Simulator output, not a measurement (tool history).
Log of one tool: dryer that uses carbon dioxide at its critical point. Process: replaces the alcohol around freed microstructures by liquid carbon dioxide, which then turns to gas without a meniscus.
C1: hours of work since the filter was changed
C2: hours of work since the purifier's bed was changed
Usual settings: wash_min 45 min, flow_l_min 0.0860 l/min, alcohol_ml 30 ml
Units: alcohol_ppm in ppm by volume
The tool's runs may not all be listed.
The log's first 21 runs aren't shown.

Run 22, day 21.750: usual settings but flow_l_min 0.1005 l/min, alcohol_ml 28 ml; C1 87; C2 878. Result: alcohol_ppm 194 ppm by volume.
Run 23, day 22.950: usual settings but flow_l_min 0.1005 l/min, alcohol_ml 28 ml; C1 101; C2 892. Result: alcohol_ppm 205 ppm by volume.
Run 24, day 24.288: usual settings but flow_l_min 0.1005 l/min, alcohol_ml 28 ml; C1 117; C2 907. Result: alcohol_ppm 225 ppm by volume.
Run 25, day 25.179: usual settings but wash_min 56 min, flow_l_min 0.1210 l/min, alcohol_ml 21 ml; C1 127; C2 918. Result: alcohol_ppm 160 ppm by volume.
Run 26, day 25.929: usual settings but wash_min 31 min, flow_l_min 0.1210 l/min, alcohol_ml 21 ml; C1 136; C2 927. Result: alcohol_ppm 293 ppm by volume.
Run 27, day 27.167: usual settings but flow_l_min 0.1205 l/min; C1 151; C2 941. Result: alcohol_ppm 171 ppm by volume.
Run 28, day 27.779: usual settings but flow_l_min 0.0715 l/min, alcohol_ml 34 ml; C1 158; C2 949. Result: alcohol_ppm 644 ppm by volume.
Run 29, day 28.596: usual settings but wash_min 29 min, flow_l_min 0.0546 l/min; C1 168; C2 958. Result: alcohol_ppm 5877 ppm by volume.
Run 30, day 29.404: usual settings but wash_min 51 min, alcohol_ml 28 ml; C1 177; C2 968. Result: alcohol_ppm 240 ppm by volume.
At day 29.758: inlet filter changed.
Run 31, day 30.704: usual settings but wash_min 51 min, alcohol_ml 28 ml; C1 11; C2 982. Result: alcohol_ppm 221 ppm by volume.
Run 32, day 32.071: usual settings but wash_min 40 min, flow_l_min 0.1386 l/min, alcohol_ml 63 ml; C1 27; C2 999. Result: alcohol_ppm 191 ppm by volume.
Run 33, day 33.421: usual settings but wash_min 40 min, flow_l_min 0.1386 l/min, alcohol_ml 66 ml; C1 43; C2 1014. Result: alcohol_ppm 190 ppm by volume.
Run 34, day 34.733: usual settings but wash_min 40 min, flow_l_min 0.1386 l/min, alcohol_ml 66 ml; C1 59; C2 1030. Result: alcohol_ppm 198 ppm by volume.
Run 35, day 35.854: usual settings but wash_min 40 min, flow_l_min 0.1386 l/min, alcohol_ml 66 ml; C1 72; C2 1043. Result: alcohol_ppm 198 ppm by volume.
Run 36, day 37.308: usual settings but wash_min 49 min, flow_l_min 0.0786 l/min, alcohol_ml 51 ml; C1 89; C2 1060. Result: alcohol_ppm 425 ppm by volume.
Run 37, day 38.708: usual settings but wash_min 59 min, flow_l_min 0.0920 l/min; C1 105; C2 1077. Result: alcohol_ppm 200 ppm by volume.
Run 38, day 39.721: usual settings but wash_min 30 min, flow_l_min 0.1036 l/min, alcohol_ml 76 ml; C1 117; C2 1089. Result: alcohol_ppm 1393 ppm by volume.

Run 39 comes next. What will it give?
Run 39, day 41.212: usual settings but flow_l_min 0.1267 l/min, alcohol_ml 50 ml; C1 135; C2 1106. Result: alcohol_ppm ?.

Run 39 gave alcohol_ppm 219 ppm by volume.
Without the tool's hidden state the same run would have given alcohol_ppm 18 ppm by volume.

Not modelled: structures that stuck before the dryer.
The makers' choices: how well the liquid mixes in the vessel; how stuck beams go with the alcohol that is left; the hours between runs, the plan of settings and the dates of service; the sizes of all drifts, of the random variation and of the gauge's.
